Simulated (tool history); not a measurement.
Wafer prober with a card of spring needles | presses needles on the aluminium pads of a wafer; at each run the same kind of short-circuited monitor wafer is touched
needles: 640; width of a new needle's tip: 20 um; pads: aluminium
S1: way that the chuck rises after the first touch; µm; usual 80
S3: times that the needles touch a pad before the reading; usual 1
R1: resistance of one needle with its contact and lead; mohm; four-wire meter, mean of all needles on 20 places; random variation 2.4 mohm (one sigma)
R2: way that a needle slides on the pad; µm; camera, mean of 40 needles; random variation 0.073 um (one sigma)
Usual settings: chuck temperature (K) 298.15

Run 1, day 0: usual settings. Result: R1 298 mohm, R2 17.23 µm.
Run 2, day 0.3: usual settings. Result: R1 332 mohm, R2 17.15 µm.
Run 3, day 0.788: usual settings but chuck temperature (K) 379.15. Result: R1 382 mohm, R2 17.19 µm.
At day 0.854: tips cleaned on abrasive film.
Run 4, day 1.308: usual settings but chuck temperature (K) 379.15. Result: R1 350 mohm, R2 17.19 µm.
Run 5, day 1.825: usual settings but chuck temperature (K) 379.15. Result: R1 385 mohm, R2 17.21 µm.
At day 1.871: tips cleaned on abrasive film.
Run 6, day 2.521: usual settings. Result: R1 356 mohm, R2 17.18 µm.
At day 2.888: tips cleaned on abrasive film.
Run 7, day 2.917: usual settings. Result: R1 283 mohm, R2 17.11 µm.
Run 8, day 3.342: usual settings. Result: R1 334 mohm, R2 17.05 µm.
At day 3.912: tips cleaned on abrasive film.
Run 9, day 4.008: usual settings. Result: R1 290 mohm, R2 17.15 µm.
Run 10, day 4.446: usual settings. Result: R1 341 mohm, R2 17.07 µm.
At day 4.929: tips cleaned on abrasive film.
Run 11, day 5.083: usual settings. Result: R1 300 mohm, R2 16.92 µm.
Run 12, day 5.762: usual settings but chuck temperature (K) 394.15. Result: R1 377 mohm, R2 17.04 µm.
At day 5.971: tips cleaned on abrasive film.
Run 13, day 6.15: usual settings but chuck temperature (K) 375.15. Result: R1 326 mohm, R2 16.99 µm.
Run 14, day 6.458: usual settings but S1 99 µm, chuck temperature (K) 375.15. Result: R1 329 mohm, R2 21.19 µm.
Run 15, day 6.842: usual settings but S1 99 µm, chuck temperature (K) 375.15. Result: R1 350 mohm, R2 21.32 µm.
At day 7.012: tips cleaned on abrasive film.
Run 16, day 7.3: usual settings but S1 99 µm, chuck temperature (K) 375.15. Result: R1 319 mohm, R2 21.07 µm.
Run 17, day 7.646: usual settings but S1 99 µm, chuck temperature (K) 375.15. Result: R1 337 mohm, R2 21.25 µm.
At day 8.033: tips cleaned on abrasive film.
Run 18, day 8.283: usual settings but S1 86 µm. Result: R1 303 mohm, R2 18.27 µm.
Run 19, day 8.8: usual settings but S1 86 µm. Result: R1 349 mohm, R2 18.21 µm.
At day 9.083: tips cleaned on abrasive film.
Run 20, day 9.512: usual settings but S1 86 µm, chuck temperature (K) 312.15. Result: R1 331 mohm, R2 18.3 µm.
Run 21, day 10.004: usual settings but S1 96 µm, chuck temperature (K) 321.15, S3 2. Result: R1 317 mohm, R2 20.48 µm.
At day 10.125: tips cleaned on abrasive film.
Run 22, day 10.625: usual settings but S1 96 µm, chuck temperature (K) 377.15, S3 2. Result: R1 322 mohm, R2 20.4 µm.
Run 23, day 11.075: usual settings but S1 96 µm, chuck temperature (K) 377.15, S3 2. Result: R1 330 mohm, R2 20.45 µm.
At day 11.188: tips cleaned on abrasive film.
Run 24, day 11.808: usual settings but S1 96 µm, chuck temperature (K) 377.15, S3 2. Result: R1 320 mohm, R2 20.28 µm.
At day 12.221: tips cleaned on abrasive film.
Run 25, day 12.421: usual settings but S1 66 µm, chuck temperature (K) 302.15. Result: R1 327 mohm, R2 13.76 µm.
Run 26, day 12.85: usual settings but S1 74 µm, chuck temperature (K) 336.15. Result: R1 379 mohm, R2 15.53 µm.
At day 12.975: height of the first contact set anew.
At day 13.262: tips cleaned on abrasive film.
Run 27, day 13.3: usual settings but S1 74 µm, chuck temperature (K) 336.15. Result: R1 295 mohm, R2 16.32 µm.
Run 28, day 13.65: usual settings but S1 73 µm, chuck temperature (K) 388.15. Result: R1 358 mohm, R2 16.06 µm.
Run 29, day 14.262: usual settings but S1 93 µm, chuck temperature (K) 394.15. Result: R1 365 mohm, R2 20.47 µm.
At day 14.321: tips cleaned on abrasive film.
Run 30, day 14.567: usual settings but S1 95 µm, chuck temperature (K) 367.15. Result: R1 314 mohm, R2 20.95 µm.
Run 31, day 15.242: usual settings but S1 74 µm, chuck temperature (K) 306.15, S3 2. Result: R1 345 mohm, R2 16.35 µm.
At day 15.371: tips cleaned on abrasive film.
Run 32, day 15.7: usual settings but S1 65 µm, chuck temperature (K) 359.15, S3 2. Result: R1 326 mohm, R2 14.31 µm.
Run 33, day 16.188: usual settings but S1 65 µm, chuck temperature (K) 359.15, S3 2. Result: R1 365 mohm, R2 14.22 µm.

Forecast each of these 5 alternatives for the next run:
At day 16.425: tips cleaned on abrasive film.
Run A, day 16.621: usual settings but S1 70 µm. Result: R1 ?, R2 ?.
At day 16.425: tips cleaned on abrasive film.
Run B, day 16.621: usual settings but S1 85 µm, S3 3. Result: R1 ?, R2 ?.
At day 16.425: tips cleaned on abrasive film.
Run C, day 16.621: usual settings but S1 92 µm. Result: R1 ?, R2 ?.
At day 16.425: tips cleaned on abrasive film.
Run D, day 16.621: usual settings but chuck temperature (K) 328.15. Result: R1 ?, R2 ?.
At day 16.425: tips cleaned on abrasive film.
Run E, day 16.621: usual settings but S1 65 µm, chuck temperature (K) 359.15, S3 2. Result: R1 ?, R2 ?.

run   R1     R2
  A  323  15.37
  B  277  18.71
  C  300  20.23
  D  316  17.65
  E  320  14.16
Without the tool's hidden state the same runs would have given:
run   R1     R2
  A  272  15.49
  B  264  18.83
  C  268  20.35
  D  277  17.77
  E  287  14.28
